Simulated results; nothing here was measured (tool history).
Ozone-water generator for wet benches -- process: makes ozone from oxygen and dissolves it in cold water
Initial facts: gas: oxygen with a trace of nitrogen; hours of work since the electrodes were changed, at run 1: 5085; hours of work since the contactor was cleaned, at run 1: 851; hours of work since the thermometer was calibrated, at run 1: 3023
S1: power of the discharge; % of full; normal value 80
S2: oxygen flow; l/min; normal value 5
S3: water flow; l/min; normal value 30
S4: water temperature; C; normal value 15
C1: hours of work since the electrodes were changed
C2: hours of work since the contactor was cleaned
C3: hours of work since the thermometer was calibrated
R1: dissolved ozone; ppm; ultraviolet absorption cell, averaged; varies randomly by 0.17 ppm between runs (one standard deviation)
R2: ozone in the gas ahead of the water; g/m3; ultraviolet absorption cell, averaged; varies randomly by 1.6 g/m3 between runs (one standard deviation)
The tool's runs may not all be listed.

run    hour  S1    S2  S3  S4    C1    C2    C3    R1     R2
  1       0  80     5  30  15  5085   851  3023  20.7  277.6
  2   183.6  80     5  30  15  5264  1030  3202  20.6    273
  3   283.9  80     5  30  15  5362  1128  3299  20.6  275.3
  4   409.5  80     5  30  13  5484  1250  3422    21  275.8
  5   505.2  80     5  30  10  5577  1343  3515  21.6  269.9
      574.9  -- water thermometer calibrated
  6   644.9  80  5.55  30  15  5713  1479    68  20.6  256.4
  7   771.2  80  5.55  30  15  5836  1602   191  20.6  253.7
  8   926.1  80     5  42  15  5987  1753   342  14.2  271.8
  9  1094.8  80     5  30  22  6151  1917   506  18.9  269.1
 10  1194.3  80     5  30  15  6248  2014   603  20.4  270.2
 11  1306.2  80     5  30  15  6357  2123   712  20.5  268.6
 12  1504.6  80     5  30  15  6550  2316   906  20.3  270.4
 13    1603  80     5  30  15  6646  2412  1001  20.2  269.4
 14  1793.9  80     5  30   8  6832  2598  1187  21.4  269.1
 15  1928.5  67     5  30  12  6963  2729  1318  17.8  231.2
 16    2040  60  5.63  30   8  7072  2838  1427  17.1  195.8
 17  2158.1  60  4.31  27  13  7187  2953  1542  17.9  229.8
 18    2355  94  4.88  35  15  7379  3145  1734  19.1  307.4
 19  2470.4  98  5.62  30  15  7491  3257  1846  23.5  292.6
 20  2556.1  98  5.62  30  15  7575  3340  1930  23.1  290.7
 21    2741  80  6.81  30  11  7755  3521  2110  20.8  217.7
 22  2935.4  53  2.61  30  22  7944  3710  2299  12.5  283.4

Run 23 comes next. What will it give?
 23  3026.3  72  2.61  30  22  8033  3798  2388   ?   ?

Run 23 measured R1 16.2 ppm, R2 367.2 g/m3.
On a tool with no hidden condition, and with the same random variation, this run would have come out at R1 18.5 ppm, R2 410.5 g/m3.
